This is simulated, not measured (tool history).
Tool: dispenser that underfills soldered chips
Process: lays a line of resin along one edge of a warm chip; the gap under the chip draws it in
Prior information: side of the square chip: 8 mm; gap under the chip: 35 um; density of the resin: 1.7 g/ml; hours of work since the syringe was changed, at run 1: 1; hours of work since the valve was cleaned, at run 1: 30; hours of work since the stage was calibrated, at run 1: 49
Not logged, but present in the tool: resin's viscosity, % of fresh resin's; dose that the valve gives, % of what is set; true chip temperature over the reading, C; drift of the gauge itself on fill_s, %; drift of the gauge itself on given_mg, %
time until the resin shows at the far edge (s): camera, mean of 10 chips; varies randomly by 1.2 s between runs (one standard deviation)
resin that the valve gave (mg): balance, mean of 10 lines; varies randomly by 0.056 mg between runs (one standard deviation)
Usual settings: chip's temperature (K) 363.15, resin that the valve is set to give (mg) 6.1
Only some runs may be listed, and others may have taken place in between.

run	hour	chip's temperature (K)	resin that the valve is set to give (mg)	hours of work since the syringe was changed	hours of work since the valve was cleaned	hours of work since the stage was calibrated	time until the resin shows at the far edge (s)	resin that the valve gave (mg)
1	0	363.15	6.1	1	30	49	127.1	5.98
2	6.9	350.15	6.1	6	34	53	317.8	5.94
# hour 9.5: new syringe of resin
3	11.7	363.15	7.85	1	37	56	123	7.56
4	16.5	363.15	6.1	4	40	59	157.8	5.87
5	19.6	363.15	6.1	6	42	61	182.3	5.9
# hour 20.9: new syringe of resin
6	24.1	363.15	7.62	2	44	63	128.2	7.31
7	30.1	363.15	6.1	6	48	67	174.1	5.89
# hour 32.6: new syringe of resin
8	35.9	363.15	6.1	2	51	70	131.9	5.85
9	38.9	363.15	6.1	4	53	72	153.2	5.89
10	42.1	363.15	6.1	6	55	74	177	5.82
# hour 44.4: new syringe of resin
11	49.1	363.15	6.1	3	59	78	144	5.75
12	54.8	363.15	6.1	6	62	82	188.9	5.78
# hour 56: new syringe of resin
13	60.3	363.15	7.44	3	66	85	135.4	7.05
14	66.6	363.15	6.74	6	69	89	186.4	6.31
# hour 67.9: new syringe of resin
15	72	357.15	6.74	3	73	92	184.1	6.25
16	75.9	363.15	6.1	5	75	94	165.1	5.68
# hour 79.5: new syringe of resin
17	80.6	363.15	5.3	1	78	97	125.5	5.04
18	85.8	363.15	5.3	4	81	100	160.7	4.91
19	88.7	357.15	7.39	6	82	102	233.8	6.83
# hour 91.1: new syringe of resin
20	93.6	357.15	7.39	1	85	104	165.9	6.77
21	97.3	357.15	7.39	4	88	107	194.1	6.78
22	100.8	357.15	6.19	6	90	109	236.1	5.65
# hour 102.9: new syringe of resin
23	106.2	357.15	6.19	2	93	112	177.7	5.62
24	113	378.15	6.1	6	97	116	98.1	5.52
# hour 114.6: new syringe of resin
25	119.8	357.15	6.1	3	101	120	197.2	5.62
# hour 126.1: new syringe of resin
26	127.2	364.15	7.82	1	105	124	114.4	7.08
# hour 130.3: dispensing valve cleaned and set on the balance
27	133.8	355.15	5.78	4	2	128	232.8	5.82
# hour 138.5: new syringe of resin
28	138.6	355.15	5.78	0	5	130	166.1	5.69
29	143.3	355.15	6.39	3	8	133	206.4	6.42
# hour 150.1: new syringe of resin
30	150.2	376.15	6.84	0	12	137	66.1	6.79
31	153.7	373.15	5.77	2	14	139	89.8	5.71
32	158.5	373.15	5.77	5	17	142	111.1	5.66
# hour 161.7: new syringe of resin
33	164.7	358.15	6.37	2	20	146	169.4	6.09
34	171.2	364.15	6.37	6	24	150	174.6	6.31
# hour 173.3: new syringe of resin
35	177.3	364.15	6.37	2	28	153	134.5	6.25

Across each entry between runs, compare the hidden state at the last listed run before it with the hidden state at the first listed run after it:
After run 2, before run 3: new syringe of resin (hour 9.5)
  resin's viscosity, % of fresh resin's: 157.5 -> 111.8; dose that the valve gives, % of what is set: 97.03 -> 96.78; true chip temperature over the reading, C: -0.17 -> -0.18
  measured result minus the result with no hidden state, time until the resin shows at the far edge (s): +118.3 -> +13.9; resin that the valve gave (mg): -0.18 -> -0.25
After run 5, before run 6: new syringe of resin (hour 20.9)
  resin's viscosity, % of fresh resin's: 162.4 -> 116; dose that the valve gives, % of what is set: 96.34 -> 96.13; true chip temperature over the reading, C: -0.21 -> -0.22
  measured result minus the result with no hidden state, time until the resin shows at the far edge (s): +71.6 -> +18.9; resin that the valve gave (mg): -0.22 -> -0.3
After run 7, before run 8: new syringe of resin (hour 32.6)
  resin's viscosity, % of fresh resin's: 154.6 -> 115.8; dose that the valve gives, % of what is set: 95.76 -> 95.45; true chip temperature over the reading, C: -0.24 -> -0.26
  measured result minus the result with no hidden state, time until the resin shows at the far edge (s): +63.5 -> +19.9; resin that the valve gave (mg): -0.26 -> -0.28
After run 10, before run 11: new syringe of resin (hour 44.4)
  resin's viscosity, % of fresh resin's: 154.6 -> 126; dose that the valve gives, % of what is set: 95.13 -> 94.77; true chip temperature over the reading, C: -0.28 -> -0.3
  measured result minus the result with no hidden state, time until the resin shows at the far edge (s): +64.7 -> +32; resin that the valve gave (mg): -0.3 -> -0.32
After run 12, before run 13: new syringe of resin (hour 56)
  resin's viscosity, % of fresh resin's: 164.7 -> 121.9; dose that the valve gives, % of what is set: 94.45 -> 94.15; true chip temperature over the reading, C: -0.32 -> -0.34
  measured result minus the result with no hidden state, time until the resin shows at the far edge (s): +76.7 -> +26.3; resin that the valve gave (mg): -0.34 -> -0.43
After run 14, before run 15: new syringe of resin (hour 67.9)
  resin's viscosity, % of fresh resin's: 163.6 -> 121.4; dose that the valve gives, % of what is set: 93.82 -> 93.54; true chip temperature over the reading, C: -0.35 -> -0.37
  measured result minus the result with no hidden state, time until the resin shows at the far edge (s): +75 -> +35.9; resin that the valve gave (mg): -0.42 -> -0.44
After run 16, before run 17: new syringe of resin (hour 79.5)
  resin's viscosity, % of fresh resin's: 146.1 -> 106; dose that the valve gives, % of what is set: 93.34 -> 93.12; true chip temperature over the reading, C: -0.38 -> -0.4
  measured result minus the result with no hidden state, time until the resin shows at the far edge (s): +55 -> +11.3; resin that the valve gave (mg): -0.41 -> -0.36
After run 19, before run 20: new syringe of resin (hour 91.1)
  resin's viscosity, % of fresh resin's: 155.7 -> 112.3; dose that the valve gives, % of what is set: 92.68 -> 92.43; true chip temperature over the reading, C: -0.43 -> -0.44
  measured result minus the result with no hidden state, time until the resin shows at the far edge (s): +87.2 -> +21.7; resin that the valve gave (mg): -0.54 -> -0.56
After run 22, before run 23: new syringe of resin (hour 102.9)
  resin's viscosity, % of fresh resin's: 158 -> 117.9; dose that the valve gives, % of what is set: 92.02 -> 91.75; true chip temperature over the reading, C: -0.46 -> -0.48
  measured result minus the result with no hidden state, time until the resin shows at the far edge (s): +91.3 -> +32; resin that the valve gave (mg): -0.49 -> -0.5
After run 24, before run 25: new syringe of resin (hour 114.6)
  resin's viscosity, % of fresh resin's: 162.1 -> 127.7; dose that the valve gives, % of what is set: 91.36 -> 91; true chip temperature over the reading, C: -0.5 -> -0.52
  measured result minus the result with no hidden state, time until the resin shows at the far edge (s): +39.5 -> +48.5; resin that the valve gave (mg): -0.52 -> -0.55
After run 25, before run 26: new syringe of resin (hour 126.1)
  resin's viscosity, % of fresh resin's: 127.7 -> 107.3; dose that the valve gives, % of what is set: 91 -> 90.56; true chip temperature over the reading, C: -0.52 -> -0.54
  measured result minus the result with no hidden state, time until the resin shows at the far edge (s): +48.5 -> +10.6; resin that the valve gave (mg): -0.55 -> -0.74
After run 26, before run 27: dispensing valve cleaned and set on the balance (hour 130.3)
  resin's viscosity, % of fresh resin's: 107.3 -> 140; dose that the valve gives, % of what is set: 90.56 -> 99.72; true chip temperature over the reading, C: -0.54 -> -0.56
  measured result minus the result with no hidden state, time until the resin shows at the far edge (s): +10.6 -> +71; resin that the valve gave (mg): -0.74 -> -0.02
After run 27, before run 28: new syringe of resin (hour 138.5)
  resin's viscosity, % of fresh resin's: 140 -> 100.3; dose that the valve gives, % of what is set: 99.72 -> 99.49; true chip temperature over the reading, C: -0.56 -> -0.58
  measured result minus the result with no hidden state, time until the resin shows at the far edge (s): +71 -> +5; resin that the valve gave (mg): -0.02 -> -0.03
After run 29, before run 30: new syringe of resin (hour 150.1)
  resin's viscosity, % of fresh resin's: 125.2 -> 100.1; dose that the valve gives, % of what is set: 99.24 -> 98.86; true chip temperature over the reading, C: -0.59 -> -0.62
  measured result minus the result with no hidden state, time until the resin shows at the far edge (s): +46.1 -> +1.8; resin that the valve gave (mg): -0.05 -> -0.07
After run 32, before run 33: new syringe of resin (hour 161.7)
  resin's viscosity, % of fresh resin's: 147.9 -> 116.5; dose that the valve gives, % of what is set: 98.39 -> 98.06; true chip temperature over the reading, C: -0.64 -> -0.66
  measured result minus the result with no hidden state, time until the resin shows at the far edge (s): +38.2 -> +28.5; resin that the valve gave (mg): -0.09 -> -0.12
After run 34, before run 35: new syringe of resin (hour 173.3)
  resin's viscosity, % of fresh resin's: 158.7 -> 120.5; dose that the valve gives, % of what is set: 97.72 -> 97.4; true chip temperature over the reading, C: -0.68 -> -0.7
  measured result minus the result with no hidden state, time until the resin shows at the far edge (s): +68 -> +26.6; resin that the valve gave (mg): -0.15 -> -0.16
